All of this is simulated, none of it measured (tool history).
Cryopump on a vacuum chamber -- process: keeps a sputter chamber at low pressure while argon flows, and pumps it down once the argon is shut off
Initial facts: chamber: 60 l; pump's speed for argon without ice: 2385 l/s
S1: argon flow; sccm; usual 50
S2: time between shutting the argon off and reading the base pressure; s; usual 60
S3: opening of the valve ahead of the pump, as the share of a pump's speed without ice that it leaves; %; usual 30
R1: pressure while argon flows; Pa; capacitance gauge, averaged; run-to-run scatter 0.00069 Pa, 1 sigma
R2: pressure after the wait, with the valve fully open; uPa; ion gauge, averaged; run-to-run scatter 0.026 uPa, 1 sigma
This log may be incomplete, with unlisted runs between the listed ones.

Run 1, hour 0.0: usual settings. Result: R1 0.1212 Pa, R2 1.09 uPa.
Run 2, hour 67.6: usual settings. Result: R1 0.1231 Pa, R2 1.12 uPa.
Run 3, hour 176.8: usual settings. Result: R1 0.1240 Pa, R2 1.25 uPa.
Run 4, hour 283.9: usual settings but S2 24 s. Result: R1 0.1260 Pa, R2 2.72 uPa.
Run 5, hour 366.9: usual settings but S2 24 s. Result: R1 0.1295 Pa, R2 2.81 uPa.
At hour 441.6: pump warmed up, emptied and cooled again.
Run 6, hour 469.6: usual settings but S2 24 s. Result: R1 0.1181 Pa, R2 2.68 uPa.
Run 7, hour 518.1: usual settings but S3 24 %. Result: R1 0.1499 Pa, R2 1.38 uPa.
Run 8, hour 597.8: usual settings. Result: R1 0.1220 Pa, R2 1.43 uPa.
Run 9, hour 649.5: usual settings. Result: R1 0.1226 Pa, R2 1.42 uPa.
Run 10, hour 722.5: usual settings but S2 240 s. Result: R1 0.1234 Pa, R2 0.81 uPa.
Run 11, hour 793.5: usual settings but S2 95 s. Result: R1 0.1251 Pa, R2 1.31 uPa.
Run 12, hour 845.1: usual settings but S2 29 s. Result: R1 0.1257 Pa, R2 2.74 uPa.
Run 13, hour 918.3: usual settings. Result: R1 0.1290 Pa, R2 1.74 uPa.
Run 14, hour 989.1: usual settings but S1 27 sccm. Result: R1 0.0704 Pa, R2 1.82 uPa.
At hour 1054.4: pump warmed up, emptied and cooled again.
Run 15, hour 1095.5: usual settings but S1 25 sccm. Result: R1 0.0597 Pa, R2 1.60 uPa.
Run 16, hour 1203.3: usual settings but S1 43 sccm. Result: R1 0.1035 Pa, R2 1.72 uPa.
Run 17, hour 1296.9: usual settings but S1 28 sccm. Result: R1 0.0692 Pa, R2 1.88 uPa.
Run 18, hour 1378.5: usual settings but S1 73 sccm. Result: R1 0.1833 Pa, R2 1.93 uPa.
Run 19, hour 1424.9: usual settings but S1 87 sccm, S2 26 s. Result: R1 0.2185 Pa, R2 3.23 uPa.
Run 20, hour 1532.8: usual settings but S1 87 sccm, S2 26 s. Result: R1 0.2218 Pa, R2 3.33 uPa.
Run 21, hour 1586.5: usual settings but S1 72 sccm, S2 33 s, S3 35 %. Result: R1 0.1621 Pa, R2 2.92 uPa.
At hour 1676.6: pump warmed up, emptied and cooled again.
Run 22, hour 1705.5: usual settings but S1 72 sccm, S2 33 s, S3 35 %. Result: R1 0.1493 Pa, R2 2.69 uPa.
Run 23, hour 1801.4: usual settings but S1 72 sccm, S2 158 s, S3 18 %. Result: R1 0.2868 Pa, R2 1.49 uPa.
Run 24, hour 1878.1: usual settings but S1 89 sccm, S2 171 s, S3 18 %. Result: R1 0.3559 Pa, R2 1.57 uPa.
Run 25, hour 1931.7: usual settings but S2 56 s, S3 52 %. Result: R1 0.0728 Pa, R2 2.30 uPa.
Run 26, hour 2027.2: usual settings but S1 34 sccm, S2 44 s, S3 56 %. Result: R1 0.0471 Pa, R2 2.64 uPa.
Run 27, hour 2096.9: usual settings but S1 32 sccm, S2 49 s, S3 15 %. Result: R1 0.1559 Pa, R2 2.59 uPa.
Run 28, hour 2171.7: usual settings but S1 66 sccm, S2 189 s, S3 55 %. Result: R1 0.0983 Pa, R2 1.92 uPa.
Run 29, hour 2258.0: usual settings but S1 66 sccm, S2 189 s, S3 55 %. Result: R1 0.1019 Pa, R2 2.10 uPa.
At hour 2292.3: pump warmed up, emptied and cooled again.
Run 30, hour 2373.0: usual settings but S1 66 sccm, S2 26 s, S3 28 %. Result: R1 0.1702 Pa, R2 3.54 uPa.

Run 31 is up next; what results do you expect?
Run 31, hour 2442.9: usual settings but S1 66 sccm, S2 26 s, S3 28 %. Result: R1 ?, R2 ?.

{"run 31": {"R1": 0.1715, "R2": 3.68}}
Take away the tool's hidden state, keep the run-to-run variation as it was, and the same run would have given R1 0.1668 Pa, R2 2.29 uPa.
